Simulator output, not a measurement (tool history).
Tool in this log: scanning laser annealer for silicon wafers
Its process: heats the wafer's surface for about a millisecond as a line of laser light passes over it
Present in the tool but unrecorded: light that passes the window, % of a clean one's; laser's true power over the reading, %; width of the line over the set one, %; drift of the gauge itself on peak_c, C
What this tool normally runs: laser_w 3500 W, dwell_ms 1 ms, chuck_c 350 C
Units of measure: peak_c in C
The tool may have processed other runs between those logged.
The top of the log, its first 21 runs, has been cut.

run    hour  laser_w  dwell_ms  chuck_c  hours of work since the window was cleaned  hours of work since the power meter was calibrated  hours of work since the optics were aligned  peak_c
 22   603.3     3798      1.14      373                                         305                                                 920                                         1193    1230
 23   628.3     3198         1      350                                         324                                                 939                                         1211    1030
 24   666.9     3345         1      328                                         352                                                 967                                         1240    1036
 25   685.4     3060      0.87      328                                         366                                                 981                                         1253     934
 26   720.8     2977      0.86      378                                         392                                                1007                                         1279     957
 27   748.5     3500      1.04      367                                         412                                                1027                                         1300    1115
 28   773.7     3500         1      329                                         431                                                1046                                         1318    1058
 29     794     3316      0.89      328                                         446                                                1061                                         1333     983
 30   811.5     3346       1.1      352                                         459                                                1073                                         1346    1080
 31   848.9     3020      0.84      381                                         486                                                1101                                         1374     957
      870.2  -- window over the wafer cleaned
 32   877.1     3500      0.95      356                                           5                                                1120                                         1393    1110
 33   893.6     3500      0.74      364                                          17                                                1132                                         1405    1031
 34   921.4     3141      0.72      382                                          38                                                1153                                         1425     972
 35   952.7     3274      0.72      382                                          61                                                1176                                         1448     995
 36   985.4     3518      0.72      335                                          85                                                1200                                         1472     994
     1001.3  -- optics aligned, line set to its width
 37  1018.8     3518      0.72      335                                         106                                                1221                                           13     995
 38  1046.7     3548      1.12      366                                         126                                                1241                                           33    1186
 39  1079.8     3548      1.12      366                                         151                                                1266                                           58    1185
 40  1110.1     3500      1.04      350                                         173                                                1288                                           80    1129

Each row is a separate what-if for the run after 40, all from the same tool condition, not one after another. Results?
  A  1129.1     3313      1.04      349                                         187                                                1302                                           94       ?
  B  1129.1     3822      1.04      312                                         187                                                1302                                           94       ?
  C  1129.1     3399         1      327                                         187                                                1302                                           94       ?
  D  1129.1     3500         1      350                                         187                                                1302                                           94       ?
  E  1129.1     3154       0.7      350                                         187                                                1302                                           94       ?

run  peak_c
  A    1089
  B    1164
  C    1066
  D    1109
  E     929
What these runs would have given with no unlogged condition in the tool:
run  peak_c
  A    1112
  B    1191
  C    1089
  D    1133
  E     947

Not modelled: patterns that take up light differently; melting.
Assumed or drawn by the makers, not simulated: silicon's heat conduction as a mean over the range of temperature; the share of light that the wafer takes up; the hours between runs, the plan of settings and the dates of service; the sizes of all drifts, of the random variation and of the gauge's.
